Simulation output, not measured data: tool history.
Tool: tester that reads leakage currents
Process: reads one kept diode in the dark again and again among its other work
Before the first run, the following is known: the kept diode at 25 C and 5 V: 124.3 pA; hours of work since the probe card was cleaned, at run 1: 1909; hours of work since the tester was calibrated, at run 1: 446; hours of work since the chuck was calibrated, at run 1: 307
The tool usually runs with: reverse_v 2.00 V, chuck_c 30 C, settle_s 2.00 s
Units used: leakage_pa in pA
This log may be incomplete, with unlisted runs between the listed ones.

run,hour,reverse_v,chuck_c,settle_s,hours of work since the probe card was cleaned,hours of work since the tester was calibrated,hours of work since the chuck was calibrated,leakage_pa
1,0.0,2.00,30,2.00,1909,446,307,129.65
2,24.3,2.00,30,1.34,1924,460,322,129.45
3,56.8,2.00,30,2.03,1943,480,341,129.72
4,95.8,2.00,30,2.03,1967,503,365,129.55
5,128.2,2.00,28,2.03,1986,523,384,108.24
6,152.2,2.00,28,2.03,2001,538,399,108.28
7,178.0,2.00,30,2.00,2016,553,414,128.58
8,214.0,2.00,30,2.00,2038,575,436,128.75
9,252.1,2.00,30,2.12,2061,598,459,128.60
10,278.6,2.00,30,2.12,2077,614,475,128.35
11,321.4,2.00,30,2.12,2103,639,501,128.18
12,350.4,6.66,34,0.72,2120,657,518,330.08
13,388.9,2.08,58,0.72,2143,680,541,1257.53
# hour 402.7: probe card cleaned and baked
14,436.6,2.08,29,0.72,20,707,568,113.31
# hour 468.8: chuck's temperature calibrated
15,482.9,2.34,30,2.00,47,734,8,133.50
16,512.6,12.60,28,1.15,65,751,26,252.07
17,561.0,1.94,39,3.31,94,781,55,267.94
18,606.8,1.94,39,2.47,122,808,83,265.90
19,643.1,5.63,22,2.47,144,830,105,97.92
20,671.7,2.78,39,0.46,161,847,122,316.89

Alternative continuations, all from the tool just after run 20; predict every row:
A,707.8,2.00,31,2.00,182,869,144,?
B,707.8,9.58,20,0.41,182,869,144,?
C,707.8,2.00,23,0.78,182,869,144,?
D,707.8,2.78,27,4.38,182,869,144,?
E,707.8,2.00,30,2.65,182,869,144,?

run,leakage_pa
A,133.97
B,108.97
C,65.13
D,109.74
E,123.08
Take away the tool's hidden state, keep each run's random variation, and the runs would have read:
run,leakage_pa
A,137.95
B,110.30
C,66.91
D,112.80
E,126.71

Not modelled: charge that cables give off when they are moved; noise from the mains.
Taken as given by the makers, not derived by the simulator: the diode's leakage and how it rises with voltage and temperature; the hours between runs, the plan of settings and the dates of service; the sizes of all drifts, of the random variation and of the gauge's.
